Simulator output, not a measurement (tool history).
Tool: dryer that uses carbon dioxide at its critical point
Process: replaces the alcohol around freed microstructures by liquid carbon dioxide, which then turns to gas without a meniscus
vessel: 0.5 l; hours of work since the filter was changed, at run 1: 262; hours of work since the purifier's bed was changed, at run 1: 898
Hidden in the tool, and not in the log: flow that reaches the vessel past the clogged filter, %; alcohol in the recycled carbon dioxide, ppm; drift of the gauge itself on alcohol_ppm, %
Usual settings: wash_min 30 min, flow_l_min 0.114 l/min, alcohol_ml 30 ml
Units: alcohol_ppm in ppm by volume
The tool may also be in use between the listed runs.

run    hour  wash_min  flow_l_min  alcohol_ml  hours of work since the filter was changed  hours of work since the purifier's bed was changed  alcohol_ppm
  1     0.0        30       0.114          30                                         262                                                 898          382
  2    30.3        40       0.114          30                                         282                                                 918          113
  3    71.5        40       0.114          30                                         309                                                 945          115
  4   104.7        40       0.114          30                                         331                                                 966          102
  5   130.3        40       0.114          30                                         347                                                 983          114
  6   161.4        40       0.114          30                                         368                                                1003          121
  7   195.9        30       0.114          30                                         390                                                1026          483
      222.9  -- inlet filter changed
  8   238.9        30       0.114          30                                          10                                                1053          232
  9   262.9        30       0.114          30                                          26                                                1069          237
      287.6  -- purifier's bed changed
 10   293.6        29       0.114          30                                          44                                                   4          250
 11   344.1        29       0.114          30                                          77                                                  37          261
 12   400.9        30       0.114          30                                         114                                                  74          237
 13   428.1        30       0.114          24                                         132                                                  91          199
 14   472.9        30       0.114          24                                         161                                                 121          218
 15   505.6        30       0.114          24                                         182                                                 142          210
 16   559.9        30       0.114          24                                         217                                                 177          251
 17   602.6        30       0.114          24                                         245                                                 205          241
 18   627.9        30       0.114          30                                         262                                                 221          315
 19   661.4        30       0.114          30                                         283                                                 243          321
 20   712.5        30       0.114          30                                         317                                                 277          355
 21   748.5        30       0.114          30                                         340                                                 300          359
 22   788.6        30       0.114          30                                         366                                                 326          384
 23   819.9        41       0.073          30                                         387                                                 346          706
      852.8  -- inlet filter changed
 24   864.4        36       0.114          61                                           8                                                 375          141
 25   901.0        34       0.114          30                                          31                                                 399          100
 26   943.6        46       0.121          30                                          59                                                 426           25
 27  1002.8        38       0.139          54                                          98                                                 465           41
 28  1029.1        32       0.107          53                                         115                                                 482          417
 29  1059.1        32       0.107          53                                         134                                                 501          423
 30  1086.5        32       0.107          53                                         152                                                 519          454
 31  1110.6        22       0.192          47                                         168                                                 535          131
 32  1166.6        32       0.073          89                                         204                                                 571         4336
 33  1194.2        37       0.098          72                                         222                                                 589          534
 34  1250.5        24       0.087         110                                         259                                                 626         8507
 35  1285.9        30       0.069          27                                         282                                                 649         2132
 36  1312.0        22       0.069          53                                         299                                                 666        10063
 37  1364.9        22       0.069          53                                         333                                                 700        10585
 38  1406.5        30       0.118          49                                         360                                                 727          546
 39  1432.1        30       0.173          31                                         377                                                 744           68
 40  1456.8        41       0.088          46                                         393                                                 760          481
     1480.2  -- inlet filter changed
 41  1502.8        29       0.114          30                                          15                                                 790          258
 42  1538.6        23       0.149          35                                          38                                                 813          263
 43  1570.7        23       0.149          35                                          59                                                 834          290
 44  1626.2        23       0.149          35                                          95                                                 870          308

Hidden state or all else? Some run-to-run changes of alcohol_ppm, split into what the settings, what came in and random variation would give without the hidden state, and what is left for the hidden state (with any gauge scatter that isn't in both results):
Run 33 -> 34: wash_min 37 -> 24, flow_l_min 0.098 -> 0.087, alcohol_ml 72 -> 110. alcohol_ppm +7973 ppm by volume: hidden state +2241, all else +5732.
Run 35 -> 36: wash_min 30 -> 22, alcohol_ml 27 -> 53. alcohol_ppm +7931 ppm by volume: hidden state +1837, all else +6094.
Run 37 -> 38: wash_min 22 -> 30, flow_l_min 0.069 -> 0.118, alcohol_ml 53 -> 49. alcohol_ppm -10039 ppm by volume: hidden state -2594, all else -7445.

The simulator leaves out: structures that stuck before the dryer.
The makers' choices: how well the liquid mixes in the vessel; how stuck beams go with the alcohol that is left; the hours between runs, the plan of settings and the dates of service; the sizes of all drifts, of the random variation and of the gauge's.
